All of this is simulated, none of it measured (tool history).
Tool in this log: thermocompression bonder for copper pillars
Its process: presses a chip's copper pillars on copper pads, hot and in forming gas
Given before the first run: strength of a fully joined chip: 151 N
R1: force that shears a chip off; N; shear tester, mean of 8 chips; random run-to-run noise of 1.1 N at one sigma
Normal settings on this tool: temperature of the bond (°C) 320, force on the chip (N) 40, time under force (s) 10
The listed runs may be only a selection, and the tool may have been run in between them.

Run 1, hour 0.0: usual settings. Result: R1 99.7 N.
Run 2, hour 49.1: usual settings but force on the chip (N) 25. Result: R1 66.2 N.
Run 3, hour 98.5: usual settings. Result: R1 99.6 N.
Run 4, hour 138.9: usual settings but temperature of the bond (°C) 331. Result: R1 107.6 N.
Run 5, hour 177.7: usual settings but temperature of the bond (°C) 331. Result: R1 108.4 N.
Run 6, hour 237.3: usual settings but temperature of the bond (°C) 331. Result: R1 108.6 N.
Run 7, hour 270.5: usual settings but temperature of the bond (°C) 331. Result: R1 107.2 N.
At hour 279.6: forming gas filter changed.
Run 8, hour 333.9: usual settings but temperature of the bond (°C) 327. Result: R1 107.3 N.
Run 9, hour 368.4: usual settings but temperature of the bond (°C) 327. Result: R1 103.8 N.
Run 10, hour 419.2: usual settings but temperature of the bond (°C) 327. Result: R1 103.0 N.
Run 11, hour 485.7: usual settings but temperature of the bond (°C) 327, time under force (s) 30. Result: R1 130.7 N.
Run 12, hour 521.4: usual settings. Result: R1 99.4 N.
Run 13, hour 579.0: usual settings. Result: R1 99.8 N.
Run 14, hour 626.2: usual settings but temperature of the bond (°C) 329. Result: R1 105.9 N.

Run 15, settings as shown, results not yet in. Your forecast:
Run 15, hour 656.6: usual settings but temperature of the bond (°C) 297, force on the chip (N) 46, time under force (s) 8. Result: R1 ?.

R1: 85.7 N
If the tool had no hidden condition, the same run with the same run-to-run variation would have returned R1 85.8 N.
